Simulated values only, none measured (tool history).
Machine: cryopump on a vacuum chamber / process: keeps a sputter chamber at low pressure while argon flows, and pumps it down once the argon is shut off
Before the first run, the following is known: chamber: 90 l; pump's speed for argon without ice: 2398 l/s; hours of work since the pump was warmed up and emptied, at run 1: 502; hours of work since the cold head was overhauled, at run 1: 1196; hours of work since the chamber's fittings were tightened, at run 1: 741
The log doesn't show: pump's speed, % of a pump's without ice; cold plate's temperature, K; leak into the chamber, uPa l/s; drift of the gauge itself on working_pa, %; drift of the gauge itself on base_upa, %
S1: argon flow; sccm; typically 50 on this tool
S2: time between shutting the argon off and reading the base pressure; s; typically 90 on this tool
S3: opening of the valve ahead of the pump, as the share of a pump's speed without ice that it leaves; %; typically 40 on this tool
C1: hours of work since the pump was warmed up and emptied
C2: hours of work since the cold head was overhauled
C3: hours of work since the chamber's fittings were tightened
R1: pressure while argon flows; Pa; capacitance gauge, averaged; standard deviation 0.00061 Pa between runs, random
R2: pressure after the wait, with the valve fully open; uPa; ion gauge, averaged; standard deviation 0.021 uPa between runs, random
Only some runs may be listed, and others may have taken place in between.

Run 1, day 0: usual settings; C1 502; C2 1196; C3 741. Result: R1 0.0974 Pa, R2 1.13 uPa.
Run 2, day 3.4: usual settings but S1 23 sccm; C1 570; C2 1264; C3 809. Result: R1 0.045 Pa, R2 1.19 uPa.
At day 5.408: pump warmed up, emptied and cooled again.
Run 3, day 7.088: usual settings but S1 71 sccm; C1 34; C2 1333; C3 879. Result: R1 0.1272 Pa, R2 1.01 uPa.
Run 4, day 10.092: usual settings but S2 21 s; C1 94; C2 1393; C3 939. Result: R1 0.0898 Pa, R2 2.44 uPa.
Run 5, day 14.825: usual settings but S2 21 s; C1 188; C2 1488; C3 1034. Result: R1 0.0913 Pa, R2 2.43 uPa.
Run 6, day 19.779: usual settings but S1 22 sccm, S2 21 s; C1 287; C2 1587; C3 1133. Result: R1 0.0402 Pa, R2 2.51 uPa.
Run 7, day 25.138: usual settings but S3 48 %; C1 395; C2 1694; C3 1240. Result: R1 0.0799 Pa, R2 1.38 uPa.
Run 8, day 29.75: usual settings; C1 487; C2 1787; C3 1332. Result: R1 0.0955 Pa, R2 1.46 uPa.
Run 9, day 32.088: usual settings; C1 534; C2 1833; C3 1379. Result: R1 0.0958 Pa, R2 1.52 uPa.
At day 35.896: pump warmed up, emptied and cooled again.
Run 10, day 36.183: usual settings; C1 6; C2 1911; C3 1457. Result: R1 0.0893 Pa, R2 1.36 uPa.
Run 11, day 41.079: usual settings; C1 104; C2 2009; C3 1555. Result: R1 0.0899 Pa, R2 1.46 uPa.
Run 12, day 44.721: usual settings; C1 176; C2 2082; C3 1627. Result: R1 0.0904 Pa, R2 1.53 uPa.
Run 13, day 48.375: usual settings; C1 250; C2 2155; C3 1701. Result: R1 0.0922 Pa, R2 1.59 uPa.
Run 14, day 51.671: usual settings but S2 103 s; C1 315; C2 2221; C3 1766. Result: R1 0.0935 Pa, R2 1.61 uPa.
Run 15, day 54.446: usual settings but S2 103 s; C1 371; C2 2276; C3 1822. Result: R1 0.0961 Pa, R2 1.68 uPa.
Run 16, day 57.308: usual settings but S1 43 sccm; C1 428; C2 2334; C3 1879. Result: R1 0.0815 Pa, R2 1.71 uPa.
Run 17, day 61.55: usual settings but S1 43 sccm; C1 513; C2 2419; C3 1964. Result: R1 0.0828 Pa, R2 1.93 uPa.
Run 18, day 63.788: usual settings but S1 43 sccm; C1 558; C2 2463; C3 2009. Result: R1 0.0835 Pa, R2 1.96 uPa.
At day 66.288: pump warmed up, emptied and cooled again.
Run 19, day 68.388: usual settings but S1 43 sccm; C1 42; C2 2551; C3 2097. Result: R1 0.0771 Pa, R2 1.78 uPa.
Run 20, day 72.162: usual settings but S1 47 sccm, S3 50 %; C1 118; C2 2627; C3 2172. Result: R1 0.0696 Pa, R2 1.8 uPa.
Run 21, day 76.596: usual settings but S1 65 sccm, S3 50 %; C1 206; C2 2715; C3 2261. Result: R1 0.0973 Pa, R2 1.92 uPa.
Run 22, day 79.483: usual settings but S1 59 sccm, S2 228 s; C1 264; C2 2773; C3 2319. Result: R1 0.1102 Pa, R2 1.75 uPa.
Run 23, day 81.754: usual settings but S1 41 sccm, S2 228 s; C1 309; C2 2818; C3 2364. Result: R1 0.0778 Pa, R2 1.88 uPa.
Run 24, day 86.075: usual settings but S3 32 %; C1 396; C2 2905; C3 2450. Result: R1 0.1163 Pa, R2 2.14 uPa.
Run 25, day 88.754: usual settings but S3 32 %; C1 449; C2 2958; C3 2504. Result: R1 0.1172 Pa, R2 2.24 uPa.
Run 26, day 91.742: usual settings but S1 53 sccm, S2 276 s, S3 20 %; C1 509; C2 3018; C3 2564. Result: R1 0.1952 Pa, R2 2.08 uPa.
At day 96.658: pump warmed up, emptied and cooled again.
Run 27, day 96.767: usual settings but S1 37 sccm, S2 75 s, S3 16 %; C1 2; C2 3115; C3 2660. Result: R1 0.1634 Pa, R2 2.15 uPa.
Run 28, day 99.958: usual settings but S1 37 sccm, S2 74 s, S3 16 %; C1 66; C2 3178; C3 2724. Result: R1 0.1656 Pa, R2 2.2 uPa.
Run 29, day 104.65: usual settings but S1 37 sccm, S2 74 s, S3 16 %; C1 160; C2 3272; C3 2818. Result: R1 0.1651 Pa, R2 2.33 uPa.
At day 105.1: leaking fittings of the chamber tightened, without venting.
Run 30, day 108.004: usual settings but S1 37 sccm, S2 74 s, S3 16 %; C1 225; C2 3338; C3 58. Result: R1 0.1652 Pa, R2 0.63 uPa.
Run 31, day 110.546: usual settings but S1 37 sccm, S2 74 s, S3 16 %; C1 276; C2 3389; C3 109. Result: R1 0.1667 Pa, R2 0.7 uPa.
Run 32, day 115.929: usual settings but S1 75 sccm, S2 87 s, S3 21 %; C1 384; C2 3496; C3 217. Result: R1 0.2624 Pa, R2 0.64 uPa.
Run 33, day 118.333: usual settings but S1 75 sccm, S2 87 s, S3 21 %; C1 432; C2 3544; C3 265. Result: R1 0.2623 Pa, R2 0.75 uPa.

5 ways to go on from here, each from the tool as it stands after run 33. What would each give?
Run A, day 122.2: usual settings but S1 59 sccm, S2 130 s, S3 21 %; C1 509; C2 3622; C3 342. Result: R1 ?, R2 ?.
Run B, day 122.2: usual settings but S1 75 sccm, S2 87 s, S3 60 %; C1 509; C2 3622; C3 342. Result: R1 ?, R2 ?.
Run C, day 122.2: usual settings but S1 75 sccm, S2 167 s, S3 46 %; C1 509; C2 3622; C3 342. Result: R1 ?, R2 ?.
Run D, day 122.2: usual settings but S1 75 sccm, S2 98 s, S3 21 %; C1 509; C2 3622; C3 342. Result: R1 ?, R2 ?.
Run E, day 122.2: usual settings but S1 75 sccm, S2 87 s, S3 18 %; C1 509; C2 3622; C3 342. Result: R1 ?, R2 ?.

run      R1    R2
  A  0.2081  0.67
  B  0.1023  0.77
  C  0.1274   0.6
  D  0.2649  0.75
  E  0.3074   0.8
Without the tool's unlogged condition, the same runs would have read:
run      R1    R2
  A  0.1972   0.4
  B  0.0883   0.5
  C  0.1136  0.33
  D  0.2511  0.49
  E  0.2935  0.53
